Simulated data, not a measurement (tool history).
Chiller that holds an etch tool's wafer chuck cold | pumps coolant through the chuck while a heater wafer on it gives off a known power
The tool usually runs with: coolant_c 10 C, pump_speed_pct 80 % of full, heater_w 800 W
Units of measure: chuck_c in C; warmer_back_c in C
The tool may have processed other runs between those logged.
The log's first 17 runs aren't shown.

run	hour	coolant_c	pump_speed_pct	heater_w	chuck_c	warmer_back_c
18	1405.7	10	62	408	15	1.27
19	1525.4	10	82	637	16	1.5
20	1596.9	10	73	402	14.4	1.13
21	1721	10	73	402	14.3	1.15
22	1833.2	7	90	402	10.6	0.95
23	1920.9	7	90	402	10.7	0.98
24	2027	19	80	800	27	2.07
25	2090.9	19	80	800	27	2.06
26	2147.5	10	97	800	16.7	1.74

Forecast run 27:
27	2239.2	10	97	800	?	?

{"run 27": {"chuck_c": 16.4, "warmer_back_c": 1.78}}
With no hidden state in the tool, this same run would have given chuck_c 16.4 C, warmer_back_c 1.55 C.

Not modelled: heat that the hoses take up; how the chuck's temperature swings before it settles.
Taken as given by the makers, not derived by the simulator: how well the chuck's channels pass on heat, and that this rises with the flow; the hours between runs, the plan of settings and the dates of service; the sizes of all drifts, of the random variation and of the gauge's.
